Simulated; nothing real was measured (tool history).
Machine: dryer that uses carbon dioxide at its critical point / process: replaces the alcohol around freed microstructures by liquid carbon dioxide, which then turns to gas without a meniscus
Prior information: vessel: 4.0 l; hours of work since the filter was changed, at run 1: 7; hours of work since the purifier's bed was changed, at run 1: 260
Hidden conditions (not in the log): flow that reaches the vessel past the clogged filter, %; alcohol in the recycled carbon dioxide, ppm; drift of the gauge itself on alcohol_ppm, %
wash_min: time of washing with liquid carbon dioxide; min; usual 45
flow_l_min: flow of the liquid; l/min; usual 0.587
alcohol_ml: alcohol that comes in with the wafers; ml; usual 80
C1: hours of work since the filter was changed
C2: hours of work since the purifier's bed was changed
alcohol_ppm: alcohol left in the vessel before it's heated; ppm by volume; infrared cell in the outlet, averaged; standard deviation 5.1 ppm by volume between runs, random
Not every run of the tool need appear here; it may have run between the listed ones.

Run 1, day 0.000: usual settings; C1 7; C2 260. Result: alcohol_ppm 92 ppm by volume.
Run 2, day 0.329: usual settings; C1 11; C2 264. Result: alcohol_ppm 99 ppm by volume.
Run 3, day 0.642: usual settings; C1 15; C2 268. Result: alcohol_ppm 90 ppm by volume.
Run 4, day 1.088: usual settings but alcohol_ml 108 ml; C1 21; C2 274. Result: alcohol_ppm 104 ppm by volume.
Run 5, day 1.558: usual settings but alcohol_ml 108 ml; C1 28; C2 280. Result: alcohol_ppm 121 ppm by volume.
Run 6, day 2.008: usual settings but alcohol_ml 24 ml; C1 33; C2 286. Result: alcohol_ppm 65 ppm by volume.
Run 7, day 2.379: usual settings but alcohol_ml 24 ml; C1 38; C2 291. Result: alcohol_ppm 66 ppm by volume.
Run 8, day 2.854: usual settings but wash_min 32 min, flow_l_min 0.516 l/min, alcohol_ml 21 ml; C1 45; C2 297. Result: alcohol_ppm 181 ppm by volume.
Run 9, day 3.225: usual settings but wash_min 32 min, flow_l_min 0.516 l/min, alcohol_ml 21 ml; C1 50; C2 302. Result: alcohol_ppm 178 ppm by volume.
Run 10, day 3.717: usual settings but wash_min 66 min, flow_l_min 0.680 l/min, alcohol_ml 99 ml; C1 56; C2 309. Result: alcohol_ppm 50 ppm by volume.
Run 11, day 4.129: usual settings but wash_min 70 min, flow_l_min 0.605 l/min; C1 61; C2 314. Result: alcohol_ppm 50 ppm by volume.

Estimate the outcome of run 12 from the log above:
Run 12, day 4.700: usual settings but wash_min 70 min, flow_l_min 0.605 l/min; C1 69; C2 322. Result: alcohol_ppm ?.

alcohol_ppm: 52 ppm by volume
Without the tool's hidden state the same run would have given alcohol_ppm 7 ppm by volume.
